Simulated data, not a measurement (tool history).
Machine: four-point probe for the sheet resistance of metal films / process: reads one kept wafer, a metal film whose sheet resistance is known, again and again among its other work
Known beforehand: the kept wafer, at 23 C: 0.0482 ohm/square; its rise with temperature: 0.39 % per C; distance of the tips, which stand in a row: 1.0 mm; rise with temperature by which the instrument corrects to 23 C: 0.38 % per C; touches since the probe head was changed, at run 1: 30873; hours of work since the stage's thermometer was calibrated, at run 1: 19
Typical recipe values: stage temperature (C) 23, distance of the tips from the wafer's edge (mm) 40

run   hour  stage temperature (C)  distance of the tips from the wafer's edge (mm)  touches since the probe head was changed  hours of work since the stage's thermometer was calibrated  sheet resistance as the instrument gives it (ohm/square)
  1      0                     23                                               40                                     30873                                                          19                                                  0.048538
  2   14.1                     23                                               40                                     31465                                                          28                                                  0.048562
  3   23.8                     23                                               40                                     31876                                                          34                                                  0.048558
  4   36.2                     23                                               40                                     32398                                                          42                                                  0.048559
  5   47.7                     23                                                4                                     32880                                                          49                                                  0.050106
  6   55.6                     23                                                4                                     33213                                                          54                                                  0.050127
  7   68.4                     34                                               40                                     33753                                                          62                                                  0.048629
  8   80.1                     34                                               40                                     34246                                                          69                                                  0.048624
  9   88.3                     34                                               40                                     34593                                                          75                                                  0.048646
 10   97.8                     23                                               40                                     34992                                                          80                                                  0.048551
 11  110.8                     23                                               40                                     35537                                                          88                                                  0.048551
 12  125.7                     23                                               40                                     36166                                                          98                                                  0.048585
 13  140.7                     23                                               40                                     36797                                                         107                                                  0.048576
 14  153.7                     23                                               40                                     37345                                                         115                                                  0.048574
 15  166.1                     23                                               40                                     37868                                                         123                                                  0.048572
 16  174.3                     23                                               40                                     38213                                                         128                                                  0.048586
 17  183.1                     23                                               40                                     38581                                                         134                                                  0.048598
 18  192.1                     23                                               40                                     38963                                                         139                                                  0.048581
 19  200.5                     23                                               40                                     39315                                                         145                                                  0.048592
 20  213.7                     23                                                3                                     39873                                                         153                                                  0.051317
 21  223.8                     23                                                3                                     40297                                                         159                                                   0.05131
 22  235.3                     23                                                3                                     40783                                                         166                                                  0.051308
 23  248.9                     28                                               33                                     41352                                                         175                                                  0.048646
 24    260                     23                                               40                                     41822                                                         182                                                  0.048604
 25  274.6                     25                                                9                                     42436                                                         191                                                  0.048949
 26  282.4                     29                                               37                                     42766                                                         196                                                  0.048641
 27    291                     29                                               37                                     43126                                                         201                                                  0.048672
 28  301.4                     33                                                7                                     43564                                                         208                                                   0.04919
 29    311                     33                                               40                                     43969                                                         214                                                  0.048686
 30  323.5                     26                                               13                                     44496                                                         221                                                  0.048781
 31    330                     25                                               55                                     44767                                                         225                                                  0.048621
 32  344.8                     25                                               55                                     45391                                                         235                                                   0.04862
 33  355.1                     25                                               55                                     45826                                                         241                                                   0.04864
 34  370.3                     30                                               19                                     46466                                                         251                                                  0.048742
 35  383.1                     23                                                6                                     47005                                                         259                                                  0.049347
 36  389.4                     23                                                6                                     47269                                                         262                                                  0.049356
 37  397.7                     26                                                6                                     47618                                                         268                                                  0.049379
 38  411.3                     29                                               63                                     48192                                                         276                                                  0.048696
 39  420.9                     20                                               12                                     48596                                                         282                                                  0.048808
 40  433.2                     22                                               13                                     49114                                                         290                                                  0.048774
 41  448.7                     22                                               13                                     49765                                                         299                                                  0.048801
 42  461.2                     22                                               13                                     50292                                                         307                                                  0.048806
 43  469.1                     31                                                5                                     50625                                                         312                                                  0.049733
 44  483.8                     31                                                5                                     51244                                                         321                                                  0.049731

5 ways to go on from here, each from the tool as it stands after run 44. What would each give?
  A  494.5                     20                                               22                                     51693                                                         328                                                         ?
  B  494.5                     29                                                5                                     51693                                                         328                                                         ?
  C  494.5                     23                                               40                                     51693                                                         328                                                         ?
  D  494.5                     25                                                8                                     51693                                                         328                                                         ?
  E  494.5                     23                                               18                                     51693                                                         328                                                         ?

run  sheet resistance as the instrument gives it (ohm/square)
  A                                                  0.048684
  B                                                   0.04973
  C                                                  0.048664
  D                                                  0.049077
  E                                                  0.048742
With the hidden condition removed and each run's random variation left untouched, the same runs would have given:
run  sheet resistance as the instrument gives it (ohm/square)
  A                                                  0.048224
  B                                                   0.04926
  C                                                  0.048204
  D                                                  0.048613
  E                                                  0.048281

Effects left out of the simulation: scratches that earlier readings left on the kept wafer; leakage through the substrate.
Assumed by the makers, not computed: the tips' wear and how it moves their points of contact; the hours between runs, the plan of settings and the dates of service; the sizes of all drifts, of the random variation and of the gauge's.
